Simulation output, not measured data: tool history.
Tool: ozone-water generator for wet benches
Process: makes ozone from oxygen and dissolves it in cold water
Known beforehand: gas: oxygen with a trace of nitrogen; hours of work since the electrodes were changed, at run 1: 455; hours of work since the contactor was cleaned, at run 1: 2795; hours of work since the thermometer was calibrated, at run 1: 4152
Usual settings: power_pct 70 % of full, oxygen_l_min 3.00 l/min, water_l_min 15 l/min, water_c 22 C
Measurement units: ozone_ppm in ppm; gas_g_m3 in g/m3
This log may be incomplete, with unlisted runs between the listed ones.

run,hour,power_pct,oxygen_l_min,water_l_min,water_c,hours of work since the electrodes were changed,hours of work since the contactor was cleaned,hours of work since the thermometer was calibrated,ozone_ppm,gas_g_m3
1,0.0,70,3.00,15,22,455,2795,4152,13.2,206.5
2,32.7,70,3.00,15,22,485,2825,4182,13.1,205.8
3,70.5,70,3.00,16,22,520,2860,4217,12.5,205.4
4,103.2,70,3.00,16,22,550,2890,4247,12.4,204.6
5,137.3,70,3.00,16,22,581,2921,4278,12.3,205.9
6,154.3,70,3.00,15,16,597,2937,4294,14.1,206.4
7,174.1,70,3.00,15,16,615,2955,4312,14.1,207.8
8,203.9,70,3.00,15,22,642,2982,4340,13.0,206.3
9,238.3,70,3.00,15,22,674,3014,4371,13.1,206.7
10,265.9,70,3.00,15,22,700,3040,4397,13.0,205.1
11,300.8,70,3.00,15,22,732,3072,4429,13.2,206.7
12,322.5,70,3.00,15,22,752,3092,4449,12.9,203.8
13,345.7,70,3.00,15,22,773,3113,4470,13.2,203.1
14,380.5,70,3.00,15,22,805,3145,4502,13.1,204.3
15,401.1,70,3.00,15,20,824,3164,4521,13.2,205.7
16,430.9,70,3.00,15,22,851,3191,4549,12.9,203.1
17,463.3,42,2.87,15,28,881,3221,4578,8.5,151.2
18,482.8,42,2.87,15,28,899,3239,4596,8.4,152.2
19,509.0,42,2.87,15,28,923,3263,4620,8.6,150.2
20,532.9,42,2.87,15,28,945,3285,4642,8.5,151.4
21,569.1,75,3.16,15,22,979,3319,4676,13.4,205.0
22,592.3,98,3.16,15,19,1000,3340,4697,16.7,246.4
23,623.2,98,3.16,15,19,1028,3368,4725,16.7,241.6
24,643.1,56,3.00,15,16,1047,3387,4744,11.9,175.4
25,672.1,56,3.00,16,14,1073,3413,4770,11.4,176.0
# hour 707.8: water thermometer calibrated
26,708.8,70,4.64,15,22,1107,3447,1,12.8,157.2
27,733.9,70,4.86,15,22,1130,3470,24,12.4,152.5
28,758.7,77,1.87,14,22,1153,3493,47,14.2,283.6
29,787.2,70,3.00,15,28,1179,3519,73,11.7,203.3
30,804.2,52,3.00,15,28,1194,3534,89,9.9,166.5
31,820.0,85,3.00,15,28,1209,3549,103,13.4,229.4
32,843.6,70,4.83,11,22,1231,3571,125,15.8,152.1

For each entry between runs, how does the tool's hidden state at the last listed run before it compare with that at the first listed run after it?
After run 25, before run 26: water thermometer calibrated (hour 707.8)
  yield of the discharge, % of new electrodes': 96.3 -> 96.2; contactor's efficiency, % of a clean one's: 95.5 -> 95.4; true water temperature over the reading, C: 0.36 -> -0.06
  what was measured, less what the result would be without the hidden state, ozone_ppm: -0.8 -> -0.9 ppm; gas_g_m3: -5.8 -> -6.1 g/m3
